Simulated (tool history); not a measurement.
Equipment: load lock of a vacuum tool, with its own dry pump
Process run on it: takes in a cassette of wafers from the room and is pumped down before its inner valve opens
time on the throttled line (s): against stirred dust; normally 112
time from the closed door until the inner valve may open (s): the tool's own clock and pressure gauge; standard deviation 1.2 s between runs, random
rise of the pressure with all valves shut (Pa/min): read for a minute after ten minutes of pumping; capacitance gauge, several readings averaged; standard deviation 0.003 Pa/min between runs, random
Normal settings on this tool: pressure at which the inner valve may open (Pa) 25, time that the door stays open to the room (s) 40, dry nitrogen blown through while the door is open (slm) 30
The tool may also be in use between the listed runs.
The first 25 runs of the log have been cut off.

run,hour,time on the throttled line (s),pressure at which the inner valve may open (Pa),time that the door stays open to the room (s),dry nitrogen blown through while the door is open (slm),"incoming humidity of the room's air, %",time from the closed door until the inner valve may open (s),rise of the pressure with all valves shut (Pa/min)
26,3587.0,78,22,183,44,46.0,182.7,0.184
27,3763.9,78,44,39,44,46.0,172.0,0.186
28,3880.6,78,44,39,44,46.0,171.8,0.195
29,4056.3,124,21,30,44,47.8,219.1,0.195
30,4205.7,124,21,30,44,46.4,219.4,0.203
31,4313.1,124,21,30,29,44.4,219.0,0.204
32,4501.7,135,25,40,23,45.4,224.5,0.213
33,4653.2,135,25,40,23,44.8,225.4,0.218
34,4838.2,135,25,40,23,40.5,226.4,0.219

What will run 35 give?
35,4980.4,135,25,40,23,43.5,?,?

Run 35 gave time from the closed door until the inner valve may open (s) 227.4, rise of the pressure with all valves shut (Pa/min) 0.232.
If the tool had no hidden condition, the same run with the same run-to-run variation would have returned time from the closed door until the inner valve may open (s) 216.9, rise of the pressure with all valves shut (Pa/min) 0.009.
